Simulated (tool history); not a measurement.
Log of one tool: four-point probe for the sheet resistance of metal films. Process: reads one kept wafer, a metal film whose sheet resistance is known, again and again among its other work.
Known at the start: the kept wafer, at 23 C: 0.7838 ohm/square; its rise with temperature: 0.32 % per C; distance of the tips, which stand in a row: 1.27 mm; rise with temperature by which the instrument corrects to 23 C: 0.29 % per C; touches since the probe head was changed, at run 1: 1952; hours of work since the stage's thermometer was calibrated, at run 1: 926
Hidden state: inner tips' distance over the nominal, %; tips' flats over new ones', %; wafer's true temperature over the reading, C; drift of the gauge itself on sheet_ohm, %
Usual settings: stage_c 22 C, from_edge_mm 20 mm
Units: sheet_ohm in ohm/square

run	hour	stage_c	from_edge_mm	touches since the probe head was changed	hours of work since the stage's thermometer was calibrated	sheet_ohm
1	0.0	22	20	1952	926	0.786745
2	54.0	22	20	2956	968	0.786937
3	89.8	22	52	3622	996	0.785571
4	123.0	31	52	4239	1022	0.787581
5	166.7	31	52	5050	1056	0.787269
6	199.6	22	20	5662	1081	0.787195
7	240.7	22	20	6426	1113	0.787095
8	286.5	22	20	7276	1149	0.787218
9	330.8	22	20	8100	1183	0.787108
10	381.8	22	20	9049	1223	0.787269
11	409.9	22	20	9570	1245	0.787460
12	464.5	22	20	10585	1287	0.787606
13	513.7	22	20	11500	1326	0.787676
14	539.6	32	20	11981	1346	0.789815
15	572.6	32	20	12594	1372	0.789817
16	619.3	22	20	13462	1408	0.787728
17	665.4	30	20	14320	1444	0.789808
18	690.4	25	20	14784	1463	0.788574
19	716.9	25	20	15277	1484	0.788833
20	766.5	25	20	16198	1523	0.788566
21	793.7	25	20	16703	1544	0.788794
22	822.3	25	20	17235	1566	0.788792
# hour 849.7: stage's thermometer calibrated
23	874.2	25	20	18190	19	0.788143

The next listed run, before its measurement:
24	902.7	19	13	18720	41	?

Run 24 gave sheet_ohm 0.788948 ohm/square.
Without the tool's hidden state the same run would have given sheet_ohm 0.786816 ohm/square.

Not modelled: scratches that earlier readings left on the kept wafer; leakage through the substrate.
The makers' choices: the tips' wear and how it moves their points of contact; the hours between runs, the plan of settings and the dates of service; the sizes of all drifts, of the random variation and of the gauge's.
